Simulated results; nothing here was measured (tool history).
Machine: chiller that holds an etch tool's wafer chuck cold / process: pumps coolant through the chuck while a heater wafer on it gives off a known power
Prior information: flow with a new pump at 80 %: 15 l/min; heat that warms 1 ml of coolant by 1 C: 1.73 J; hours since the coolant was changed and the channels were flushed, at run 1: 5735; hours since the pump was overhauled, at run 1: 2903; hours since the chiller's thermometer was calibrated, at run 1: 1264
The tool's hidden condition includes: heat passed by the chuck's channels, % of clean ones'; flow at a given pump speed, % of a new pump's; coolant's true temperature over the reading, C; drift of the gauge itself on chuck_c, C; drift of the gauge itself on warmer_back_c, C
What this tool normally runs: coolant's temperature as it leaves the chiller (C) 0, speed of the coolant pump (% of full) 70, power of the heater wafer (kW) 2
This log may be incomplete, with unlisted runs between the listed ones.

run   hour  coolant's temperature as it leaves the chiller (C)  speed of the coolant pump (% of full)  power of the heater wafer (kW)  hours since the coolant was changed and the channels were flushed  hours since the pump was overhauled  hours since the chiller's thermometer was calibrated  chuck's temperature once it has settled (C)  how much warmer the coolant comes back (C)
  1      0                                                   0                                     70                               2                                                               5735                                 2903                                                  1264                                         19.6                                        5.44
  2   45.3                                                   0                                     70                               2                                                               5780                                 2949                                                  1310                                         19.6                                        5.38
  3  115.8                                                   0                                     70                               2                                                               5851                                 3019                                                  1380                                         19.6                                        5.47
  4  217.7                                                   0                                     70                           1.944                                                               5953                                 3121                                                  1482                                         19.1                                        5.29
  5    297                                                   0                                     85                               2                                                               6032                                 3200                                                  1561                                         16.8                                        4.28
  6  361.8                                                   0                                     70                           2.919                                                               6097                                 3265                                                  1626                                         28.4                                        7.81
  7  436.4                                                   0                                     70                           2.919                                                               6171                                 3340                                                  1701                                         28.5                                         7.9
  8  498.9                                                  -4                                     61                           1.557                                                               6234                                 3402                                                  1763                                           13                                           5
  9  547.3                                                  -9                                     81                           2.346                                                               6282                                 3451                                                  1812                                         11.3                                        5.34
 10  625.1                                                  -9                                     81                           2.346                                                               6360                                 3529                                                  1889                                         11.4                                        5.28
 11    687                                                  -6                                     62                           2.122                                                               6422                                 3590                                                  1951                                         16.8                                        6.57
 12  736.7                                                  -6                                     62                           2.359                                                               6472                                 3640                                                  2001                                         19.1                                        7.35
 13  804.3                                                  -6                                     62                           2.359                                                               6539                                 3708                                                  2069                                         19.5                                        7.37
 14  859.4                                                  -6                                     62                           2.359                                                               6594                                 3763                                                  2124                                         19.4                                        7.34

3 options for the next run, each taken on its own from the tool as it stands now. Forecast them:
  A   931                                                   0                                     70                           1.697                                                               6666                                 3834                                                  2195                                            ?                                           ?
  B   931                                                   4                                     76                           1.307                                                               6666                                 3834                                                  2195                                            ?                                           ?
  C   931                                                   0                                     61                               2                                                               6666                                 3834                                                  2195                                            ?                                           ?

run  chuck's temperature once it has settled (C)  how much warmer the coolant comes back (C)
  A                                         16.5                                        4.54
  B                                         15.8                                        3.21
  C                                         21.8                                        6.31
Had the tool no hidden state, the same runs would have come out as:
run  chuck's temperature once it has settled (C)  how much warmer the coolant comes back (C)
  A                                         16.5                                        4.54
  B                                         15.8                                        3.21
  C                                         21.8                                        6.31
